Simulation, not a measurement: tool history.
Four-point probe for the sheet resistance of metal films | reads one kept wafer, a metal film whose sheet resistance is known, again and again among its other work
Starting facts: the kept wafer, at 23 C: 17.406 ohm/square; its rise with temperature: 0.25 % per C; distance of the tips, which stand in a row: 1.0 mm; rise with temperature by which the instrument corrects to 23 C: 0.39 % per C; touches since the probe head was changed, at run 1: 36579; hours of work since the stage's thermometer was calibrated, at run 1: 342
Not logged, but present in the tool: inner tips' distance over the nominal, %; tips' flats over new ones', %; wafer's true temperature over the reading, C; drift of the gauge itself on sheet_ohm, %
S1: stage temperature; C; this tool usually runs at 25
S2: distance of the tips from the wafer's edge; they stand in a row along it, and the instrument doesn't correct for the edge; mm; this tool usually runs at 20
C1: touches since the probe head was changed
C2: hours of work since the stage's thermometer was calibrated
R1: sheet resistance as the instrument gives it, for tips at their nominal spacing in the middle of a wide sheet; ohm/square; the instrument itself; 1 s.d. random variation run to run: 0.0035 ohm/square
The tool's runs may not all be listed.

| run | day | S1 | S2 | C1 | C2 | R1 |
|---|---|---|---|---|---|---|
| 1 | 0.000 | 25 | 20 | 36579 | 342 | 17.396722 |
| 2 | 1.392 | 28 | 20 | 37376 | 357 | 17.323342 |
| 3 | 3.204 | 28 | 20 | 38414 | 377 | 17.316791 |
| 4 | 4.558 | 28 | 20 | 39188 | 392 | 17.317053 |
| 5 | 6.133 | 28 | 20 | 40091 | 410 | 17.319615 |
| 6 | 8.138 | 28 | 20 | 41238 | 432 | 17.323588 |
| 7 | 9.738 | 28 | 20 | 42154 | 449 | 17.319036 |
| 8 | 10.871 | 28 | 20 | 42802 | 462 | 17.316483 |
| 9 | 12.767 | 25 | 20 | 43887 | 483 | 17.383290 |
| 10 | 13.671 | 25 | 55 | 44404 | 493 | 17.359974 |
| 11 | 15.608 | 25 | 20 | 45516 | 514 | 17.388154 |
| 12 | 17.417 | 30 | 20 | 46550 | 534 | 17.272337 |
| 13 | 19.100 | 30 | 20 | 47513 | 553 | 17.276867 |
| 14 | 20.425 | 25 | 20 | 48273 | 567 | 17.382514 |
| 15 | 21.821 | 25 | 20 | 49072 | 583 | 17.382964 |
| 16 | 23.246 | 27 | 20 | 49888 | 598 | 17.341431 |
| 17 | 24.538 | 27 | 20 | 50625 | 613 | 17.342603 |
| 18 | 25.617 | 25 | 60 | 51244 | 625 | 17.358561 |
| 19 | 26.588 | 25 | 60 | 51799 | 635 | 17.358139 |
| 20 | 28.538 | 24 | 20 | 52917 | 657 | 17.408654 |
| 21 | 30.079 | 25 | 15 | 53799 | 674 | 17.399963 |
| 22 | 31.146 | 24 | 20 | 54410 | 686 | 17.402393 |
| 23 | 32.192 | 21 | 6 | 55007 | 697 | 17.711348 |
| 24 | 33.621 | 21 | 6 | 55825 | 713 | 17.705104 |
| 25 | 35.046 | 21 | 6 | 56642 | 729 | 17.705639 |
| 26 | 36.417 | 24 | 30 | 57427 | 744 | 17.392047 |
| 27 | 38.421 | 26 | 32 | 58575 | 766 | 17.341022 |
| 28 | 39.596 | 33 | 6 | 59246 | 779 | 17.435586 |
| 29 | 41.654 | 19 | 36 | 60424 | 802 | 17.502456 |
| 30 | 42.912 | 19 | 36 | 61145 | 815 | 17.504462 |
| 31 | 44.229 | 33 | 11 | 61899 | 830 | 17.253934 |
| 32 | 45.350 | 33 | 11 | 62541 | 842 | 17.249278 |
| 33 | 46.442 | 20 | 69 | 63165 | 854 | 17.475191 |
| 34 | 47.354 | 35 | 5 | 63687 | 864 | 17.492032 |
| 35 | 48.867 | 32 | 6 | 64554 | 881 | 17.452607 |
| 36 | 50.550 | 25 | 15 | 65517 | 900 | 17.394785 |
| 37 | 52.079 | 34 | 9 | 66393 | 917 | 17.265592 |
| 38 | 53.754 | 34 | 9 | 67352 | 935 | 17.265543 |
| 39 | 54.950 | 34 | 5 | 68035 | 948 | 17.513050 |
| 40 | 57.079 | 34 | 34 | 69255 | 972 | 17.163093 |
| 41 | 58.279 | 34 | 34 | 69941 | 985 | 17.157121 |
| 42 | 59.642 | 34 | 18 | 70721 | 1000 | 17.183649 |
| 43 | 60.738 | 34 | 18 | 71350 | 1012 | 17.175398 |
| 44 | 61.792 | 26 | 13 | 71952 | 1024 | 17.389490 |

Below, each run's measurement less what the same run would have read without the hidden state. Both values contain the same run-to-run variation, but the gauge's scatter may not be the same in both:
| run | R1 |
|---|---|
| 1 | +0.007200 |
| 2 | +0.006776 |
| 3 | +0.006181 |
| 4 | +0.005765 |
| 5 | +0.005324 |
| 6 | +0.004767 |
| 7 | +0.004279 |
| 8 | +0.003919 |
| 9 | +0.003454 |
| 10 | +0.003177 |
| 11 | +0.002670 |
| 12 | +0.002075 |
| 13 | +0.001571 |
| 14 | +0.001372 |
| 15 | +0.000992 |
| 16 | +0.000587 |
| 17 | +0.000332 |
| 18 | +0.000099 |
| 19 | -0.000123 |
| 20 | -0.000571 |
| 21 | -0.001041 |
| 22 | -0.001310 |
| 23 | -0.001556 |
| 24 | -0.001890 |
| 25 | -0.002295 |
| 26 | -0.002729 |
| 27 | -0.003360 |
| 28 | -0.003944 |
| 29 | -0.004173 |
| 30 | -0.004512 |
| 31 | -0.005271 |
| 32 | -0.005554 |
| 33 | -0.005488 |
| 34 | -0.006188 |
| 35 | -0.006485 |
| 36 | -0.006686 |
| 37 | -0.007418 |
| 38 | -0.007900 |
| 39 | -0.008264 |
| 40 | -0.008645 |
| 41 | -0.009041 |
| 42 | -0.009482 |
| 43 | -0.009753 |
| 44 | -0.009791 |
